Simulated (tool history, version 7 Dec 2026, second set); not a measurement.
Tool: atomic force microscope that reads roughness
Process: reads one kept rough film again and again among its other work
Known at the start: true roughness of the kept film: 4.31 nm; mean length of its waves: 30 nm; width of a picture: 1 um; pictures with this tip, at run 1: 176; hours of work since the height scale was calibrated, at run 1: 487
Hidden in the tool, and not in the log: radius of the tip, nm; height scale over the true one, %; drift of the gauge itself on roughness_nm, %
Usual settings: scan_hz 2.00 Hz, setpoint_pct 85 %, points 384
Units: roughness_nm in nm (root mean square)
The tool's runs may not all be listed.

run   hour  scan_hz  setpoint_pct  points  pictures with this tip  hours of work since the height scale was calibrated  roughness_nm
  1    0.0     2.00            85     384                     176                                                  487         3.482
  2   23.8     2.00            85     384                     210                                                  499         3.480
  3   47.9     2.00            85     384                     244                                                  512         3.484
  4   58.6     2.00            85     384                     259                                                  518         3.470
  5   78.0     2.00            85     384                     287                                                  528         3.495
  6   88.6     2.28            85     384                     302                                                  534         3.471
  7  103.4     2.28            85     384                     323                                                  542         3.456
  8  114.1     2.28            85     384                     339                                                  547         3.449
     123.7  -- new tip fitted
  9  126.3     2.28            85     384                       3                                                  553         3.454
 10  141.9     2.66            85     384                      26                                                  562         3.408
 11  155.7     2.66            85     384                      45                                                  569         3.415
 12  171.1     2.00            85     384                      67                                                  577         3.476
 13  196.9     2.00            85     384                     104                                                  591         3.498
 14  210.4     2.00            85     384                     124                                                  598         3.526
 15  226.0     2.00            85     384                     146                                                  606         3.498
 16  249.8     1.92            85     384                     180                                                  619         3.517
 17  274.6     1.92            85     384                     215                                                  632         3.482
 18  287.6     1.92            85     384                     234                                                  639         3.496
 19  300.3     1.92            85     384                     252                                                  646         3.492
 20  313.8     2.00            85     324                     271                                                  653         3.462
 21  331.7     2.00            85     324                     297                                                  662         3.444
 22  355.8     0.85            85     324                     331                                                  675         3.607
     370.7  -- new tip fitted
 23  372.3     0.85            85     324                       2                                                  683         3.603
 24  387.1     0.85            85     324                      23                                                  691         3.657
 25  403.6     0.85            85     786                      47                                                  700         3.688
 26  423.8     2.00            85     384                      76                                                  711         3.505
 27  444.6     1.31            83     298                     105                                                  722         3.609
 28  463.7     0.87            64     411                     133                                                  732         3.743
 29  485.1     1.85            72     467                     163                                                  743         3.657
 30  504.5     1.84            72     309                     191                                                  753         3.608
 31  524.4     1.02            59     384                     219                                                  764         3.746
 32  550.2     1.38            72     384                     256                                                  778         3.665
 33  569.6     0.82            63     511                     284                                                  788         3.748
 34  585.3     1.60            66     977                     306                                                  796         3.709
 35  596.0     0.54            57     430                     322                                                  802         3.762
     617.7  -- new tip fitted
 36  620.2     0.57            82     325                       4                                                  814         3.683
 37  633.3     2.00            82     888                      22                                                  821         3.576
 38  652.5     2.00            82     888                      50                                                  831         3.571
 39  670.1     2.00            82     888                      75                                                  841         3.542
 40  695.4     0.58            85     813                     111                                                  854         3.703
 41  711.3     1.07            87     813                     134                                                  863         3.618
 42  727.3     2.00            88     751                     157                                                  871         3.492
 43  750.5     2.26            55     470                     190                                                  883         3.687
 44  765.1     2.26            55     470                     211                                                  891         3.705
 45  790.6     2.26            55     470                     247                                                  904         3.716
 46  808.5     2.26            55     470                     273                                                  914         3.734
 47  821.2     2.26            55     470                     291                                                  921         3.704
 48  833.7     2.00            56     384                     309                                                  927         3.741
 49  852.1     2.15            68     384                     335                                                  937         3.622
     864.8  -- new tip fitted
 50  871.2     2.15            68     384                       9                                                  947         3.643
 51  888.0     3.51            58     764                      33                                                  956         3.669
 52  901.9     3.87            75     764                      53                                                  963         3.490

4 ways to go on from here, each from the tool as it stands after run 52. What would each give?
  A  919.0     2.83            89     384                      78                                                  972             ?
  B  919.0     0.66            85     861                      78                                                  972             ?
  C  919.0     2.00            85     869                      78                                                  972             ?
  D  919.0     1.72            75     304                      78                                                  972             ?

run  roughness_nm
  A         3.330
  B         3.722
  C         3.516
  D         3.628
Without the tool's hidden state the same runs would have given:
run  roughness_nm
  A         3.334
  B         3.726
  C         3.520
  D         3.632

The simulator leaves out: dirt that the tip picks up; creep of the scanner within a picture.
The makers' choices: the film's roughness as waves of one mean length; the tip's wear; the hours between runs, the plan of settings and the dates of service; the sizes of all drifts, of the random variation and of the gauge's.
